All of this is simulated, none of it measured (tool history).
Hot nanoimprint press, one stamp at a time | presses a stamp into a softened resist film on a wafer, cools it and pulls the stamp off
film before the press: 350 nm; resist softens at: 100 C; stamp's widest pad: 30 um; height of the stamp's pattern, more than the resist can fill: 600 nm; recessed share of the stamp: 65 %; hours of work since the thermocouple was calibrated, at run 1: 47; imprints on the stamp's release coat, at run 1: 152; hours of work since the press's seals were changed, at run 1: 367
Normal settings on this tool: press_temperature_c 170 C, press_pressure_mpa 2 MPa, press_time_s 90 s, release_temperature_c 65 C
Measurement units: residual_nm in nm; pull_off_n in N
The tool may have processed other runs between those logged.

run,hour,press_temperature_c,press_pressure_mpa,press_time_s,release_temperature_c,hours of work since the thermocouple was calibrated,imprints on the stamp's release coat,hours of work since the press's seals were changed,residual_nm,pull_off_n
1,0,170,2,90,65,47,152,367,152.4,148
2,11.8,170,2,90,65,54,200,374,156.1,150
3,28.5,170,2,90,65,64,268,383,154.6,143
4,50.8,170,2,90,65,77,359,396,154.3,151
5,68,170,2,90,65,87,428,407,154.2,157
6,83.9,165,2,90,65,96,493,416,192.5,156
7,101,163,2,90,65,106,562,426,210.2,161
8,120.4,163,2,90,65,118,642,437,209,164
9,137.3,167,2,90,65,128,710,447,176.8,168
10,159.2,170,1.23,90,65,140,799,460,203.4,169
11,176,170,1.23,90,65,150,868,470,203.4,177
12,191.1,164,1.77,77,55,159,929,478,224,223
13,210,164,1.77,77,55,170,1006,490,225.1,212
14,227.9,164,1.77,77,55,181,1079,500,224.4,218
15,248,159,1.22,90,51,192,1161,512,289.9,242
16,269.3,159,1.22,90,51,205,1247,524,289.1,251
# hour 286.2: stamp cleaned and given a new release coat
17,294.5,159,1.22,90,51,216,34,535,288.2,173
18,313.5,179,1.22,90,56,227,112,547,144.7,168
19,335.9,179,2.84,90,58,240,203,560,88.3,164
20,354.5,170,2,75,57,251,279,571,169.1,174
21,369.8,181,3.06,75,54,260,341,579,81.5,186
22,390.4,181,3.06,75,54,272,424,591,83.3,193

How would selected steps in residual_nm from run to run divide? Give the signed amount a tool lacking its hidden state would still show from settings, what came in and random variation, and the signed amount left for the hidden state, including any gauge scatter that is not in both of the compared results.
Unlogged tool condition in this case: true temperature over the reading, C; pressure that arrives at the usual setting, %; grip of the stamp's worn release coat, % over a new coat's; drift of the gauge itself on residual_nm, %; drift of the gauge itself on pull_off_n, %.
Run 17 -> 18: press_temperature_c 159 -> 179, release_temperature_c 51 -> 56. residual_nm -143.5 nm: hidden state -0.5, all else -143.
Run 19 -> 20: press_temperature_c 179 -> 170, press_pressure_mpa 2.84 -> 2, press_time_s 90 -> 75, release_temperature_c 58 -> 57. residual_nm +80.8 nm: hidden state +3.8, all else +77.
Run 20 -> 21: press_temperature_c 170 -> 181, press_pressure_mpa 2 -> 3.06, release_temperature_c 57 -> 54. residual_nm -87.6 nm: hidden state -3.7, all else -83.9.
